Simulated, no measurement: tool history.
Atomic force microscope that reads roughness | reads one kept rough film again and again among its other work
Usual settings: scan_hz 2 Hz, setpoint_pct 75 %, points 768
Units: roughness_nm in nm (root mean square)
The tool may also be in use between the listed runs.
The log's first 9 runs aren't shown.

run	day	scan_hz	setpoint_pct	points	roughness_nm
10	2.958	0.74	75	768	1.053
11	3.175	0.74	75	768	1.051
12	3.362	3.92	75	768	0.865
13	3.733	2	75	408	0.968
14	4.029	2	75	408	0.965
15	4.208	2	70	768	0.998
# day 4.246: new tip fitted
16	4.592	2	75	768	0.969
17	4.896	2	75	768	0.967
18	5.196	2	75	768	0.969
19	5.6	1.18	75	768	1.022
20	5.879	1.18	75	768	1.019
21	6.304	1.18	75	768	1.02
22	6.488	2	75	768	0.971
23	6.8	2	75	768	0.97
24	7.008	0.65	67	575	1.074
25	7.196	1.16	56	727	1.079
26	7.538	1.16	56	727	1.081
27	7.929	0.79	66	446	1.069

Run 28 comes next. What will it give?
28	8.362	3.03	85	311	?

{"run 28": {"roughness_nm": 0.811}}
Without the tool's hidden state the same run would have given roughness_nm 0.812 nm (root mean square).
